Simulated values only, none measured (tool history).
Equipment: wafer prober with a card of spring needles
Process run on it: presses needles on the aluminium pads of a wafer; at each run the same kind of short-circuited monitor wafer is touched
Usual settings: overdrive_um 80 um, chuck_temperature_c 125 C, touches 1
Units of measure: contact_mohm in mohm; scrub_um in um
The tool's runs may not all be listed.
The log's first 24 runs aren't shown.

run    day  overdrive_um  chuck_temperature_c  touches  touches since the tips were cleaned  cleanings since the card got new needles  touches since the first contact's height was set  contact_mohm  scrub_um
     6.504  -- tips cleaned on abrasive film
 25  6.533            80                   87        2                                  185                                        13                                             44584           294     20.11
 26  6.796            80                  100        3                                 1900                                        13                                             46299           327        20
     7.038  -- tips cleaned on abrasive film
 27  7.042            80                   25        1                                   51                                        14                                             47895           282     19.79
 28  7.392            80                   69        2                                 2306                                        14                                             50150           366     19.86
     7.571  -- tips cleaned on abrasive film
 29  7.658            66                  125        1                                  553                                        15                                             51865           377     16.19
 30  7.867            63                   29        1                                 1923                                        15                                             53235           498      15.6
     8.088  -- tips cleaned on abrasive film
 31  8.158            63                   29        1                                  456                                        16                                             55110           353     15.64
 32  8.467            80                   87        1                                 2449                                        16                                             57103           428      20.2
     8.621  -- tips cleaned on abrasive film
 33  8.838            84                   74        2                                 1433                                        17                                             59515           326     20.92
 34  9.092            64                   71        3                                 3084                                        17                                             61166           387     15.77

What if the next run were any one of these 4? Each begins from the tool's condition after run 34:
     9.142  -- tips cleaned on abrasive film
  A  9.3            80                   80        1                                 1044                                        18                                             62490             ?         ?
     9.142  -- tips cleaned on abrasive film
  B  9.3            80                   52        1                                 1044                                        18                                             62490             ?         ?
     9.142  -- tips cleaned on abrasive film
  C  9.3            71                   48        1                                 1044                                        18                                             62490             ?         ?
     9.142  -- tips cleaned on abrasive film
  D  9.3            64                   71        1                                 1044                                        18                                             62490             ?         ?

run  contact_mohm  scrub_um
  A           354     19.67
  B           352     19.96
  C           372     17.46
  D           402     15.81
Had the tool no hidden state, the same runs would have come out as:
run  contact_mohm  scrub_um
  A           271     20.17
  B           266     20.45
  C           263     17.95
  D           275      16.3

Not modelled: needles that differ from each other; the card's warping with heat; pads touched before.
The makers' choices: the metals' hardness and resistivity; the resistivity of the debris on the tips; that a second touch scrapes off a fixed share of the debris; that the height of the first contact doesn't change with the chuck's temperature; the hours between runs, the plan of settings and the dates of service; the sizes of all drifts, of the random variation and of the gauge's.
